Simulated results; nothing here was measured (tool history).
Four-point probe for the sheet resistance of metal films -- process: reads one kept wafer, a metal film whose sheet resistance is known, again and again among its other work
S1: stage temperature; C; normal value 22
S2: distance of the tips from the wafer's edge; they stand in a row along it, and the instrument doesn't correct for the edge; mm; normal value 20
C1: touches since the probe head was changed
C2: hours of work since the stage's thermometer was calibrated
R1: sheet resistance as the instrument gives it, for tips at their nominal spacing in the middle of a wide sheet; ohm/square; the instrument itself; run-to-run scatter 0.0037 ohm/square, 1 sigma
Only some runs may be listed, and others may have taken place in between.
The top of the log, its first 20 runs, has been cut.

run	hour	S1	S2	C1	C2	R1
21	200.9	24	20	23224	14	18.530800
22	209.0	34	8	23651	20	18.532159
23	218.2	34	5	24137	26	18.768595
24	226.4	34	5	24571	32	18.769925
25	239.0	33	57	25238	41	18.387714
26	249.7	33	57	25803	48	18.392237
# hour 255.6: stage's thermometer calibrated, once more
27	260.2	30	6	26334	3	18.685671
28	273.8	30	6	27055	13	18.675742
29	280.6	30	6	27412	18	18.679777
30	293.8	20	10	28115	27	18.636539
31	304.0	27	34	28650	34	18.455320
32	312.3	19	5	29089	40	18.941857
33	325.6	19	45	29795	50	18.553882
34	335.8	28	20	30335	57	18.450881
35	341.9	28	11	30655	61	18.510098
36	348.7	28	3	31015	66	19.462671
37	358.1	33	21	31512	73	18.398925
38	368.7	33	21	32077	80	18.382713
39	375.8	20	4	32449	85	19.137606

3 options for the next run, each taken on its own from the tool as it stands now. Forecast them:
A	389.1	33	21	33156	95	?
B	389.1	20	56	33156	95	?
C	389.1	19	60	33156	95	?

run	R1
A	18.382899
B	18.532464
C	18.546868
Without the tool's hidden state the same runs would have given:
run	R1
A	18.447411
B	18.597420
C	18.611868

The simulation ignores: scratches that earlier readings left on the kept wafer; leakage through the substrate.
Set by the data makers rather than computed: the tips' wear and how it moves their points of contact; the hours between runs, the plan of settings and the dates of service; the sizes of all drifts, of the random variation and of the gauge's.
